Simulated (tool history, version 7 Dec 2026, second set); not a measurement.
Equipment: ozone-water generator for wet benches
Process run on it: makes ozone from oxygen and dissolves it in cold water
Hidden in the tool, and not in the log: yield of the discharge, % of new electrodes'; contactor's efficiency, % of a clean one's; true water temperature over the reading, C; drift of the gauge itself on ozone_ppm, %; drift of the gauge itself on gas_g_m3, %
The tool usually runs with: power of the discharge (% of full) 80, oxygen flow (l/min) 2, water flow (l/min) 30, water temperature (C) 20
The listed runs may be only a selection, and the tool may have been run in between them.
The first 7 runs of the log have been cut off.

run   hour  power of the discharge (% of full)  oxygen flow (l/min)  water flow (l/min)  water temperature (C)  hours of work since the electrodes were changed  hours of work since the contactor was cleaned  hours of work since the thermometer was calibrated  dissolved ozone (ppm)  ozone in the gas ahead of the water (g/m3)
  8  207.8                                  80                    2                  30                     20                                             1300                                           2786                                                2163                   10.1                                       219.9
  9  241.5                                  80                    2                  30                     20                                             1328                                           2813                                                2190                   10.4                                       221.9
 10  282.5                                  80                    2                  30                     20                                             1360                                           2846                                                2223                   10.2                                       219.7
 11  328.8                                  80                    2                  30                     20                                             1398                                           2883                                                2260                   10.2                                       220.7
 12  352.9                                  80                    2                  30                     20                                             1417                                           2902                                                2280                   10.1                                       219.9
 13  397.5                                  80                 2.04                  30                     20                                             1453                                           2938                                                2315                   10.2                                       218.8
 14  445.1                                  80                 2.04                  30                     20                                             1491                                           2976                                                2354                   10.3                                       218.6
 15  464.7                                  80                    2                  30                     13                                             1507                                           2992                                                2369                   10.3                                       220.5
 16  487.6                                  80                    2                  30                     13                                             1525                                           3010                                                2388                   10.6                                       219.5
 17  523.2                                  80                    2                  30                     13                                             1554                                           3039                                                2416                   10.5                                       220.7
 18  570.1                                  56                    2                  30                     20                                             1591                                           3077                                                2454                    7.9                                       176.3
 19  616.7                                  80                 2.55                  30                     17                                             1629                                           3114                                                2491                   11.4                                       199.6
 20  662.8                                  80                 2.62                  22                     21                                             1666                                           3151                                                2528                   14.2                                       197.2
 21  690.5                                  80                 1.72                  44                     20                                             1688                                           3173                                                2551                    6.4                                       232.9
 22  730.7                                  80                 1.72                  44                     20                                             1720                                           3205                                                2583                    6.7                                       233.2
 23  753.2                                  80                 2.61                  30                     20                                             1738                                           3224                                                2601                   11.1                                       195.3
 24  784.9                                  80                 2.61                  30                     20                                             1764                                           3249                                                2626                   11.3                                       195.9

What will run 25 give?
 25  821.5                                  80                 2.61                  30                     20                                             1793                                           3278                                                2656                      ?                                           ?

{"run 25": {"dissolved ozone (ppm)": 11.2, "ozone in the gas ahead of the water (g/m3)": 197.7}}
With the hidden condition absent and the run-to-run variation left alone, this run would have shown dissolved ozone (ppm) 12, ozone in the gas ahead of the water (g/m3) 205.1.
